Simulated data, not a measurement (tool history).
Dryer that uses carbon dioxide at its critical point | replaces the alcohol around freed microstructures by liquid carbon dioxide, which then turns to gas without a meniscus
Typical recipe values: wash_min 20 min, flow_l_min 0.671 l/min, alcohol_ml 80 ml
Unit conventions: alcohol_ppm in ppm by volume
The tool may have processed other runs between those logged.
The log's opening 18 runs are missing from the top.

{"run": 19, "day": 31.867, "wash_min": 16, "flow_l_min": 0.803, "alcohol_ml": 80, "alcohol_ppm": 327}
{"run": 20, "day": 33.958, "wash_min": 13, "flow_l_min": 0.509, "alcohol_ml": 23, "alcohol_ppm": 918}
{"run": 21, "day": 35.962, "wash_min": 13, "flow_l_min": 0.509, "alcohol_ml": 23, "alcohol_ppm": 958}
{"run": 22, "day": 38.088, "wash_min": 20, "flow_l_min": 0.671, "alcohol_ml": 80, "alcohol_ppm": 303}
{"run": 23, "day": 40.308, "wash_min": 20, "flow_l_min": 0.671, "alcohol_ml": 80, "alcohol_ppm": 320}
{"run": 24, "day": 41.95, "wash_min": 12, "flow_l_min": 0.759, "alcohol_ml": 26, "alcohol_ppm": 504}
{"run": 25, "day": 43.638, "wash_min": 15, "flow_l_min": 0.925, "alcohol_ml": 32, "alcohol_ppm": 138}
{"day": 45.562, "done": "inlet filter changed"}
{"run": 26, "day": 45.767, "wash_min": 16, "flow_l_min": 0.85, "alcohol_ml": 68, "alcohol_ppm": 159}
{"run": 27, "day": 47.979, "wash_min": 25, "flow_l_min": 0.776, "alcohol_ml": 32, "alcohol_ppm": 44}
{"run": 28, "day": 49.429, "wash_min": 31, "flow_l_min": 1.082, "alcohol_ml": 68, "alcohol_ppm": 32}
{"run": 29, "day": 51.896, "wash_min": 31, "flow_l_min": 1.082, "alcohol_ml": 73, "alcohol_ppm": 47}
{"run": 30, "day": 53.583, "wash_min": 24, "flow_l_min": 1.026, "alcohol_ml": 73, "alcohol_ppm": 48}
{"run": 31, "day": 54.933, "wash_min": 20, "flow_l_min": 0.695, "alcohol_ml": 80, "alcohol_ppm": 193}
{"run": 32, "day": 56.375, "wash_min": 20, "flow_l_min": 0.695, "alcohol_ml": 80, "alcohol_ppm": 220}

5 options for the next run, each taken on its own from the tool as it stands now. Forecast them:
{"run": "A", "day": 57.854, "wash_min": 20, "flow_l_min": 0.671, "alcohol_ml": 55, "alcohol_ppm": "?"}
{"run": "B", "day": 57.854, "wash_min": 20, "flow_l_min": 0.516, "alcohol_ml": 89, "alcohol_ppm": "?"}
{"run": "C", "day": 57.854, "wash_min": 16, "flow_l_min": 0.452, "alcohol_ml": 59, "alcohol_ppm": "?"}
{"run": "D", "day": 57.854, "wash_min": 20, "flow_l_min": 0.907, "alcohol_ml": 80, "alcohol_ppm": "?"}
{"run": "E", "day": 57.854, "wash_min": 20, "flow_l_min": 1.111, "alcohol_ml": 65, "alcohol_ppm": "?"}

run=A alcohol_ppm=187
run=B alcohol_ppm=817
run=C alcohol_ppm=1728
run=D alcohol_ppm=92
run=E alcohol_ppm=61
With the hidden condition removed and each run's random variation left untouched, the same runs would have given:
run=A alcohol_ppm=97
run=B alcohol_ppm=580
run=C alcohol_ppm=1368
run=D alcohol_ppm=34
run=E alcohol_ppm=14

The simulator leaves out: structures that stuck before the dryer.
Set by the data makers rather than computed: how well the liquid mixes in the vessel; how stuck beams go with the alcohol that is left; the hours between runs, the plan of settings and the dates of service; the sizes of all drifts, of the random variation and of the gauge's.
